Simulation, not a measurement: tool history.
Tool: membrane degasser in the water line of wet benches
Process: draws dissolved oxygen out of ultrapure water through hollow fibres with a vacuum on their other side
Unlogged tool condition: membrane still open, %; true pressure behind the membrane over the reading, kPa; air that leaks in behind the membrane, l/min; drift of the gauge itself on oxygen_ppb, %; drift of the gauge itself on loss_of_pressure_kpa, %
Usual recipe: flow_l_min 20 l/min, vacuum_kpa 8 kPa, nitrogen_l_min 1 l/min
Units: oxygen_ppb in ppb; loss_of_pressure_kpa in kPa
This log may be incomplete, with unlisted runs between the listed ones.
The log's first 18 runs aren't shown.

run,hour,flow_l_min,vacuum_kpa,nitrogen_l_min,hours since the membrane was changed,hours since the vacuum gauge was calibrated,hours since the vacuum lines were made tight,oxygen_ppb,loss_of_pressure_kpa
19,701.3,19,11.04,0.57,1595,8194,10371,538,35.1
20,738,17,8,1,1632,8231,10408,198.7,31.6
21,762.6,19,7.81,1.77,1657,8256,10433,129.9,35.07
22,811.3,19,7.81,1.77,1705,8304,10481,130.6,35.09
23,840.5,20,7.14,1,1734,8334,10511,194.1,36.9
24,886.2,20,7.14,1,1780,8379,10556,194.5,37.15
25,918.3,29,14.46,1.86,1812,8411,10588,436.4,53.84
26,962,17,12.27,0.73,1856,8455,10632,467.3,31.24
# hour 968.8: vacuum gauge calibrated
27,1000.9,17,8.39,2.75,1894,32,10671,81.7,31.53
28,1029.2,17,16.28,2.75,1923,60,10699,200.8,31.54
29,1066,16,16.28,2.75,1959,97,10736,190.8,29.48
30,1094.7,20,10.32,1.01,1988,126,10764,312.4,37.04
31,1145.9,21,8.82,0.99,2039,177,10815,267.3,38.95

5 ways to go on from here, each from the tool as it stands after run 31. What would each give?
A,1175.5,16,11.09,0.99,2069,207,10845,?,?
B,1175.5,21,8.82,0.73,2069,207,10845,?,?
C,1175.5,22,6.68,1,2069,207,10845,?,?
D,1175.5,28,6.46,1.89,2069,207,10845,?,?
E,1175.5,21,11.83,0.99,2069,207,10845,?,?

run,oxygen_ppb,loss_of_pressure_kpa
A,290.3,29.44
B,342.6,38.8
C,177.3,40.81
D,143.4,51.86
E,405.6,38.85
Without the tool's hidden state the same runs would have given:
run,oxygen_ppb,loss_of_pressure_kpa
A,283.4,29.29
B,341.5,38.6
C,176.7,40.6
D,142.3,51.59
E,400.2,38.65

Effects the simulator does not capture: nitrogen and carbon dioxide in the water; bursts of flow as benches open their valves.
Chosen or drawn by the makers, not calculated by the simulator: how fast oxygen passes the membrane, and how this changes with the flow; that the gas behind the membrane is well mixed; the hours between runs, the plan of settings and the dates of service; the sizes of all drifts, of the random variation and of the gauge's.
